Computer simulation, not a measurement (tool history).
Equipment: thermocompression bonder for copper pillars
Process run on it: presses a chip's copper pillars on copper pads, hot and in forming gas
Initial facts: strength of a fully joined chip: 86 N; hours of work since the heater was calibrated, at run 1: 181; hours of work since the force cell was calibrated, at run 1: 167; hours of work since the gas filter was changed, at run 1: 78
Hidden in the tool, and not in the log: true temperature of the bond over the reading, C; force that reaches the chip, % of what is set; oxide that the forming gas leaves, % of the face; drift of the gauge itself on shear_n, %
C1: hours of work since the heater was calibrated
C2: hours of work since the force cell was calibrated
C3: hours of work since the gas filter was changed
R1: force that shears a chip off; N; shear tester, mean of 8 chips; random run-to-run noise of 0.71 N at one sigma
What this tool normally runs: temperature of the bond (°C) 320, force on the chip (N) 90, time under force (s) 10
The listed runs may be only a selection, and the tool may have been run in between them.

Run 1, hour 0: usual settings; C1 181; C2 167; C3 78. Result: R1 49.7 N.
Run 2, hour 9.1: usual settings; C1 186; C2 171; C3 82. Result: R1 51.2 N.
Run 3, hour 15.9: usual settings; C1 189; C2 175; C3 85. Result: R1 50.6 N.
Run 4, hour 21.7: usual settings but force on the chip (N) 126; C1 192; C2 178; C3 88. Result: R1 66.3 N.
Run 5, hour 30.6: usual settings but force on the chip (N) 108; C1 196; C2 182; C3 93. Result: R1 57.1 N.
Run 6, hour 36.5: usual settings but force on the chip (N) 91; C1 199; C2 185; C3 95. Result: R1 51.2 N.
Run 7, hour 43.6: usual settings but force on the chip (N) 91; C1 203; C2 188; C3 99. Result: R1 49.9 N.
Run 8, hour 48.6: usual settings but force on the chip (N) 109; C1 205; C2 191; C3 101. Result: R1 57.8 N.
Run 9, hour 57.5: usual settings but force on the chip (N) 58; C1 209; C2 195; C3 106. Result: R1 31.9 N.
Run 10, hour 62: usual settings but force on the chip (N) 58; C1 212; C2 197; C3 108. Result: R1 31.9 N.
Run 11, hour 71.3: usual settings but force on the chip (N) 133; C1 216; C2 202; C3 112. Result: R1 67.2 N.
Run 12, hour 75.7: usual settings; C1 218; C2 204; C3 115. Result: R1 49.9 N.
Run 13, hour 81.6: usual settings; C1 221; C2 207; C3 117. Result: R1 48.7 N.
Run 14, hour 90.5: usual settings; C1 226; C2 211; C3 122. Result: R1 50 N.
Run 15, hour 97.6: usual settings; C1 229; C2 215; C3 125. Result: R1 50.6 N.
Run 16, hour 102.8: usual settings but temperature of the bond (°C) 321, force on the chip (N) 108, time under force (s) 20; C1 232; C2 217; C3 128. Result: R1 69.6 N.
Run 17, hour 109.7: usual settings but temperature of the bond (°C) 343, force on the chip (N) 97, time under force (s) 23; C1 235; C2 220; C3 131. Result: R1 75.5 N.
Run 18, hour 116.2: usual settings but temperature of the bond (°C) 343, force on the chip (N) 97, time under force (s) 23; C1 238; C2 224; C3 134. Result: R1 74.1 N.
Run 19, hour 122.1: usual settings but temperature of the bond (°C) 343, force on the chip (N) 97, time under force (s) 23; C1 241; C2 227; C3 137. Result: R1 74.1 N.
Run 20, hour 130.7: usual settings but temperature of the bond (°C) 327, time under force (s) 27; C1 245; C2 231; C3 141. Result: R1 66.3 N.
Run 21, hour 138.2: usual settings but temperature of the bond (°C) 323, force on the chip (N) 75, time under force (s) 8; C1 249; C2 234; C3 145. Result: R1 40.4 N.
Run 22, hour 145.5: usual settings but temperature of the bond (°C) 321, force on the chip (N) 60; C1 252; C2 238; C3 149. Result: R1 32.8 N.
Run 23, hour 151: usual settings but temperature of the bond (°C) 291, force on the chip (N) 60, time under force (s) 6; C1 255; C2 241; C3 151. Result: R1 18.1 N.
Run 24, hour 158.5: usual settings but temperature of the bond (°C) 307, force on the chip (N) 80, time under force (s) 15; C1 259; C2 244; C3 155. Result: R1 45.1 N.
Run 25, hour 167.1: usual settings but temperature of the bond (°C) 332, force on the chip (N) 119, time under force (s) 15; C1 263; C2 248; C3 159. Result: R1 72.8 N.

Below are 4 alternative next runs, each starting from the tool's condition after run 25. Predict each:
Run A, hour 176: usual settings but force on the chip (N) 63; C1 267; C2 253; C3 163. Result: R1 ?.
Run B, hour 176: usual settings but temperature of the bond (°C) 302, force on the chip (N) 111, time under force (s) 30; C1 267; C2 253; C3 163. Result: R1 ?.
Run C, hour 176: usual settings but temperature of the bond (°C) 308, time under force (s) 12; C1 267; C2 253; C3 163. Result: R1 ?.
Run D, hour 176: usual settings but temperature of the bond (°C) 332, force on the chip (N) 85; C1 267; C2 253; C3 163. Result: R1 ?.

run    R1
  A  34.7
  B  67.2
  C  47.2
  D  52.2
The same runs, with their run-to-run variation unchanged, on a tool lacking any hidden condition would have given:
run    R1
  A  34.9
  B  67.7
  C  47.5
  D  52.5
